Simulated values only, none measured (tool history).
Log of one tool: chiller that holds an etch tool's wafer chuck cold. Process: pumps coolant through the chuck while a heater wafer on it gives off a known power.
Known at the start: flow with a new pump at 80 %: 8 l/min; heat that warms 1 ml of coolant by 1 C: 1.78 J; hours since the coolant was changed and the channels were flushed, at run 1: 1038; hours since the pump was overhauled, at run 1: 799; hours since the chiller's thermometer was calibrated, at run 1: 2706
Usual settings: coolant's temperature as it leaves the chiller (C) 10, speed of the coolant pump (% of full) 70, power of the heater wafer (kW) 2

run     day  coolant's temperature as it leaves the chiller (C)  speed of the coolant pump (% of full)  power of the heater wafer (kW)  hours since the coolant was changed and the channels were flushed  hours since the pump was overhauled  hours since the chiller's thermometer was calibrated  chuck's temperature once it has settled (C)  how much warmer the coolant comes back (C)
  1       0                                                  10                                     70                               2                                                               1038                                  799                                                  2706                                         25.9                                        9.56
  2   1.962                                                  10                                     70                               2                                                               1085                                  847                                                  2753                                         25.7                                        9.63
  3   4.138                                                  10                                     70                               2                                                               1137                                  899                                                  2805                                         25.9                                        9.51
  4   6.421                                                  10                                     70                               2                                                               1192                                  954                                                  2860                                         25.8                                         9.6
  5   8.096                                                  10                                     70                               2                                                               1232                                  994                                                  2900                                         25.8                                        9.62
  6   9.683                                                  10                                     70                               2                                                               1270                                 1032                                                  2938                                         25.9                                        9.62
  7  11.792                                                  10                                     70                               2                                                               1321                                 1083                                                  2989                                         25.9                                         9.6
  8  13.912                                                  10                                     70                               2                                                               1372                                 1133                                                  3040                                         25.8                                        9.57
  9  15.242                                                  10                                     70                               2                                                               1404                                 1165                                                  3072                                         25.7                                        9.57
 10  16.408                                                  10                                     70                               2                                                               1432                                 1193                                                  3100                                         25.8                                        9.57
 11  17.738                                                  10                                     70                               2                                                               1464                                 1225                                                  3132                                         25.8                                        9.65
 12  19.279                                                  10                                     70                               2                                                               1501                                 1262                                                  3169                                         25.8                                        9.58
 13  21.367                                                  10                                     70                               2                                                               1551                                 1312                                                  3219                                         25.7                                        9.59
 14  22.933                                                  10                                     70                               2                                                               1588                                 1350                                                  3256                                         25.9                                        9.64
 15  24.896                                                  10                                     70                               2                                                               1635                                 1397                                                  3304                                         25.8                                        9.58
 16  26.312                                                  10                                     85                               2                                                               1669                                 1431                                                  3338                                         23.5                                        7.99
 17  28.275                                                  17                                     70                               2                                                               1716                                 1478                                                  3385                                         32.8                                        9.72
 18    30.6                                                  17                                     70                               2                                                               1772                                 1534                                                  3441                                         32.9                                        9.59
 19  32.358                                                   2                                     62                           1.321                                                               1814                                 1576                                                  3483                                         13.7                                        7.18
 20  33.838                                                  11                                     70                               2                                                               1850                                 1612                                                  3518                                         26.9                                         9.6
 21  34.925                                                  10                                     94                           1.329                                                               1876                                 1638                                                  3544                                         18.1                                        4.76
 22      37                                                  17                                     94                           1.288                                                               1926                                 1687                                                  3594                                         24.8                                        4.69
 23  38.129                                                  17                                     65                           1.317                                                               1953                                 1715                                                  3621                                         28.1                                        6.86
 24  39.896                                                  10                                     70                           1.837                                                               1995                                 1757                                                  3664                                         24.7                                        8.81
 25  41.825                                                  18                                     75                           1.184                                                               2042                                 1803                                                  3710                                         26.7                                        5.27
 26  43.571                                                   7                                     79                           2.028                                                               2083                                 1845                                                  3752                                         21.6                                        8.67
 27  45.158                                                   7                                     64                           2.028                                                               2122                                 1883                                                  3790                                         24.5                                       10.66
 28  46.446                                                   6                                     70                           1.096                                                               2153                                 1914                                                  3821                                         14.5                                        5.26
 29  48.275                                                   6                                     70                           1.096                                                               2196                                 1958                                                  3865                                         14.8                                        5.23
 30  50.362                                                   6                                     70                           1.096                                                               2247                                 2008                                                  3915                                         14.7                                        5.31
 31  52.612                                                  16                                     66                           1.096                                                               2300                                 2062                                                  3969                                           25                                        5.53

Hidden state or all else? Some run-to-run changes of how much warmer the coolant comes back (C), split into what the settings, what came in and random variation would give without the hidden state, and what is left for the hidden state (with any gauge scatter that isn't in both results):
The hidden state here: heat passed by the chuck's channels, % of clean ones'; flow at a given pump speed, % of a new pump's; coolant's true temperature over the reading, C; drift of the gauge itself on chuck_c, C; drift of the gauge itself on warmer_back_c, C.
Run 3 -> 4: no setting changed, nothing entered. how much warmer the coolant comes back (C) +0.09: hidden state +0.01, all else +0.08.
Run 20 -> 21: coolant's temperature as it leaves the chiller (C) 11 -> 10, speed of the coolant pump (% of full) 70 -> 94, power of the heater wafer (kW) 2 -> 1.329. how much warmer the coolant comes back (C) -4.84: hidden state -0.01, all else -4.83.
Run 24 -> 25: coolant's temperature as it leaves the chiller (C) 10 -> 18, speed of the coolant pump (% of full) 70 -> 75, power of the heater wafer (kW) 1.837 -> 1.184. how much warmer the coolant comes back (C) -3.54: hidden state -0.01, all else -3.53.
Run 25 -> 26: coolant's temperature as it leaves the chiller (C) 18 -> 7, speed of the coolant pump (% of full) 75 -> 79, power of the heater wafer (kW) 1.184 -> 2.028. how much warmer the coolant comes back (C) +3.4: hidden state +0.02, all else +3.38.
Run 27 -> 28: coolant's temperature as it leaves the chiller (C) 7 -> 6, speed of the coolant pump (% of full) 64 -> 70, power of the heater wafer (kW) 2.028 -> 1.096. how much warmer the coolant comes back (C) -5.4: hidden state -0.02, all else -5.38.

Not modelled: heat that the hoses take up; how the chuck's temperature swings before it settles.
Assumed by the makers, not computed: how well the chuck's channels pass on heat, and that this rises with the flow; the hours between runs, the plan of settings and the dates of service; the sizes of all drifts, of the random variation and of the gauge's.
